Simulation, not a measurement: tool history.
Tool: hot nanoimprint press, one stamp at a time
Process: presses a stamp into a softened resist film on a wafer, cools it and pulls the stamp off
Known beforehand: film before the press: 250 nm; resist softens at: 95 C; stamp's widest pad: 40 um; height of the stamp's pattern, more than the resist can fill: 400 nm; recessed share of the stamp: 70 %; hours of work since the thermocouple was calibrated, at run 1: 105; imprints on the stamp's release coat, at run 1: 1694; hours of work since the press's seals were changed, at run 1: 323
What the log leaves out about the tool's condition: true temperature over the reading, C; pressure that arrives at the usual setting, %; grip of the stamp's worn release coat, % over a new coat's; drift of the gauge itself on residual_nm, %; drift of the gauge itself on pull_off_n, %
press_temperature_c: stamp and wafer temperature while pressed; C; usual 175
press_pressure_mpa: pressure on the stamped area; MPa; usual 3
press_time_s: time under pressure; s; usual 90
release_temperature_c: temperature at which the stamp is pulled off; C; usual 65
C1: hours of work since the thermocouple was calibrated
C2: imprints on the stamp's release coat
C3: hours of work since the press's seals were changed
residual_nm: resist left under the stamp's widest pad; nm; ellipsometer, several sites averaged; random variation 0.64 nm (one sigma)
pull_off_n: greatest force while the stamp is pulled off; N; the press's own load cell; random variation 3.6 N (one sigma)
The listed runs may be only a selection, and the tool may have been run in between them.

Run 1, hour 0: usual settings; C1 105; C2 1694; C3 323. Result: residual_nm 99.6 nm, pull_off_n 291 N.
Run 2, hour 23.3: usual settings; C1 121; C2 1814; C3 338. Result: residual_nm 99.6 nm, pull_off_n 302 N.
Run 3, hour 46.9: usual settings; C1 137; C2 1935; C3 354. Result: residual_nm 99.2 nm, pull_off_n 311 N.
Run 4, hour 71.4: usual settings; C1 153; C2 2061; C3 371. Result: residual_nm 100 nm, pull_off_n 311 N.
Run 5, hour 90.1: usual settings; C1 166; C2 2157; C3 384. Result: residual_nm 100.1 nm, pull_off_n 326 N.
Run 6, hour 104: usual settings but release_temperature_c 67 C; C1 175; C2 2228; C3 393. Result: residual_nm 98.7 nm, pull_off_n 313 N.
Run 7, hour 119.5: usual settings but press_time_s 99 s; C1 186; C2 2308; C3 403. Result: residual_nm 95 nm, pull_off_n 333 N.
At hour 145.7: stamp cleaned and given a new release coat.
Run 8, hour 148: usual settings but press_time_s 99 s; C1 201; C2 12; C3 419. Result: residual_nm 94.6 nm, pull_off_n 165 N.
Run 9, hour 160.9: usual settings but press_time_s 99 s; C1 209; C2 78; C3 427. Result: residual_nm 95.9 nm, pull_off_n 171 N.
Run 10, hour 185.8: usual settings but press_temperature_c 166 C; C1 226; C2 206; C3 444. Result: residual_nm 138.8 nm, pull_off_n 180 N.
Run 11, hour 211.2: usual settings but press_temperature_c 178 C; C1 243; C2 336; C3 461. Result: residual_nm 88.8 nm, pull_off_n 197 N.
Run 12, hour 230.5: usual settings but press_temperature_c 172 C; C1 257; C2 435; C3 474. Result: residual_nm 108.5 nm, pull_off_n 193 N.
Run 13, hour 247: usual settings; C1 268; C2 520; C3 486. Result: residual_nm 97.7 nm, pull_off_n 205 N.
Run 14, hour 270.4: usual settings; C1 284; C2 641; C3 501. Result: residual_nm 97 nm, pull_off_n 205 N.
Run 15, hour 290.7: usual settings; C1 297; C2 744; C3 515. Result: residual_nm 97.2 nm, pull_off_n 212 N.
Run 16, hour 308: usual settings but press_temperature_c 182 C, press_pressure_mpa 3.95 MPa, press_time_s 154 s, release_temperature_c 59 C; C1 309; C2 833; C3 527. Result: residual_nm 52.1 nm, pull_off_n 249 N.
Run 17, hour 327.2: usual settings but press_temperature_c 182 C, press_pressure_mpa 3.95 MPa, press_time_s 154 s, release_temperature_c 59 C; C1 322; C2 932; C3 540. Result: residual_nm 52.5 nm, pull_off_n 257 N.
Run 18, hour 354.6: usual settings but press_temperature_c 167 C, press_pressure_mpa 3.95 MPa, press_time_s 154 s, release_temperature_c 66 C; C1 340; C2 1073; C3 558. Result: residual_nm 94.8 nm, pull_off_n 239 N.
Run 19, hour 368.3: usual settings but press_temperature_c 167 C, press_pressure_mpa 3.95 MPa, press_time_s 154 s, release_temperature_c 66 C; C1 350; C2 1143; C3 568. Result: residual_nm 94.5 nm, pull_off_n 240 N.
Run 20, hour 384.2: usual settings but press_temperature_c 167 C, press_pressure_mpa 3.95 MPa, press_time_s 154 s, release_temperature_c 66 C; C1 360; C2 1225; C3 578. Result: residual_nm 94.4 nm, pull_off_n 242 N.
At hour 388.4: plate thermocouple calibrated.
Run 21, hour 399.2: usual settings but press_temperature_c 167 C, press_pressure_mpa 3.95 MPa, press_time_s 147 s, release_temperature_c 66 C; C1 7; C2 1286; C3 586. Result: residual_nm 93 nm, pull_off_n 255 N.
Run 22, hour 420.8: usual settings but press_temperature_c 185 C, press_time_s 62 s, release_temperature_c 63 C; C1 22; C2 1398; C3 601. Result: residual_nm 74.6 nm, pull_off_n 263 N.
Run 23, hour 434.9: usual settings but press_pressure_mpa 3.97 MPa; C1 31; C2 1470; C3 611. Result: residual_nm 79.7 nm, pull_off_n 268 N.
Run 24, hour 456.8: usual settings but press_temperature_c 185 C, press_pressure_mpa 4.57 MPa, press_time_s 101 s, release_temperature_c 51 C; C1 46; C2 1582; C3 625. Result: residual_nm 49.6 nm, pull_off_n 352 N.
Run 25, hour 469: usual settings but press_temperature_c 185 C, press_pressure_mpa 4.57 MPa, press_time_s 101 s, release_temperature_c 66 C; C1 54; C2 1645; C3 634. Result: residual_nm 48 nm, pull_off_n 285 N.
Run 26, hour 496.1: usual settings but press_temperature_c 185 C, press_pressure_mpa 4.57 MPa, press_time_s 101 s, release_temperature_c 66 C; C1 73; C2 1784; C3 652. Result: residual_nm 48 nm, pull_off_n 285 N.
Run 27, hour 519.2: usual settings but press_temperature_c 168 C, press_pressure_mpa 2.96 MPa, press_time_s 75 s, release_temperature_c 73 C; C1 88; C2 1903; C3 667. Result: residual_nm 130 nm, pull_off_n 253 N.
At hour 524.4: plate thermocouple calibrated, once more.
Run 28, hour 536.6: usual settings but press_temperature_c 168 C, press_pressure_mpa 2.96 MPa, press_time_s 75 s, release_temperature_c 73 C; C1 8; C2 1977; C3 677. Result: residual_nm 144.2 nm, pull_off_n 274 N.
Run 29, hour 549.1: usual settings but press_temperature_c 168 C, press_pressure_mpa 2.96 MPa, press_time_s 75 s, release_temperature_c 73 C; C1 17; C2 2041; C3 686. Result: residual_nm 143.2 nm, pull_off_n 279 N.
Run 30, hour 573.8: usual settings but press_temperature_c 180 C, press_pressure_mpa 1.94 MPa, press_time_s 89 s; C1 33; C2 2168; C3 702. Result: residual_nm 108.4 nm, pull_off_n 328 N.

Below, each run's measurement less what the same run would have read without the hidden state. Both values contain the same run-to-run variation, but the gauge's scatter may not be the same in both:
run  residual_nm  pull_off_n
  1         -1.9        +122
  2         -2.2        +132
  3         -2.4        +142
  4         -2.7        +147
  5         -2.8        +158
  6           -3        +154
  7           -3        +169
  8         -3.2          -3
  9         -3.4          +1
 10         -5.3         +10
 11         -3.5         +20
 12         -4.8         +25
 13         -4.4         +32
 14         -4.6         +38
 15         -4.8         +46
 16         -2.3         +59
 17         -2.4         +67
 18         -5.7         +69
 19         -5.9         +73
 20         -6.1         +78
 21         -9.8         +82
 22         -6.5         +91
 23         -7.8         +95
 24         -4.2        +134
 25         -4.2        +109
 26         -4.3        +117
 27        -13.9        +106
 28         +1.4        +129
 29         +1.1        +133
 30         +0.2        +162

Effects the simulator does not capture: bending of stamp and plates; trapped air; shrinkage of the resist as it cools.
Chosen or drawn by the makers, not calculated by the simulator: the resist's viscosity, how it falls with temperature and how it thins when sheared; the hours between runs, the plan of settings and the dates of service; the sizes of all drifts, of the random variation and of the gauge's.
